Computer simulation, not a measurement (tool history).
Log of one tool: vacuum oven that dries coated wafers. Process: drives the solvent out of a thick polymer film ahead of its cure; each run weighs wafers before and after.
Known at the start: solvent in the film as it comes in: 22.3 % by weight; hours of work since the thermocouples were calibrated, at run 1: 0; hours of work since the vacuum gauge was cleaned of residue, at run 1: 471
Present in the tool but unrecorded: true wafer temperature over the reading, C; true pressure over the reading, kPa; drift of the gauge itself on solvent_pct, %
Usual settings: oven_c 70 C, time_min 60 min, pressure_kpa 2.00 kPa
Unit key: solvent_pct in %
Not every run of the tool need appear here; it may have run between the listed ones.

run	hour	oven_c	time_min	pressure_kpa	hours of work since the thermocouples were calibrated	hours of work since the vacuum gauge was cleaned of residue	solvent_pct
1	0.0	70	60	2.00	0	471	1.76
2	25.2	70	60	2.00	15	486	1.76
3	46.9	70	60	2.00	28	499	1.74
4	71.7	70	60	2.00	43	514	1.78
5	87.8	82	60	2.00	53	524	0.50
# hour 90.9: oven's thermocouples calibrated
6	116.3	70	60	2.20	15	540	1.75
7	136.7	70	60	2.20	28	552	1.80
8	155.1	70	57	2.00	39	563	1.87
9	166.2	70	57	2.00	45	570	1.93
10	190.4	68	72	2.00	60	585	1.52
11	203.2	68	72	2.00	68	592	1.52
12	224.3	72	97	1.67	80	605	0.54
# hour 239.1: oven's thermocouples calibrated, once more
13	251.0	72	97	1.67	7	620	0.61
14	271.1	65	96	2.53	19	632	1.53
15	292.7	81	40	6.38	32	645	2.01
16	309.0	81	40	6.38	42	655	1.98
17	332.7	70	80	2.00	56	669	1.12

Consider 5 possible next runs. They are alternatives, not a sequence: every one starts from the tool as it was left by run 17. What does each give?
A	345.5	70	32	2.00	64	677	?
B	345.5	61	52	3.60	64	677	?
C	345.5	70	54	2.00	64	677	?
D	345.5	70	60	2.56	64	677	?
E	345.5	71	52	2.00	64	677	?

run	solvent_pct
A	4.83
B	5.45
C	2.18
D	1.96
E	2.17
Without the tool's hidden state the same runs would have given:
run	solvent_pct
A	4.75
B	5.35
C	2.11
D	1.89
E	2.10

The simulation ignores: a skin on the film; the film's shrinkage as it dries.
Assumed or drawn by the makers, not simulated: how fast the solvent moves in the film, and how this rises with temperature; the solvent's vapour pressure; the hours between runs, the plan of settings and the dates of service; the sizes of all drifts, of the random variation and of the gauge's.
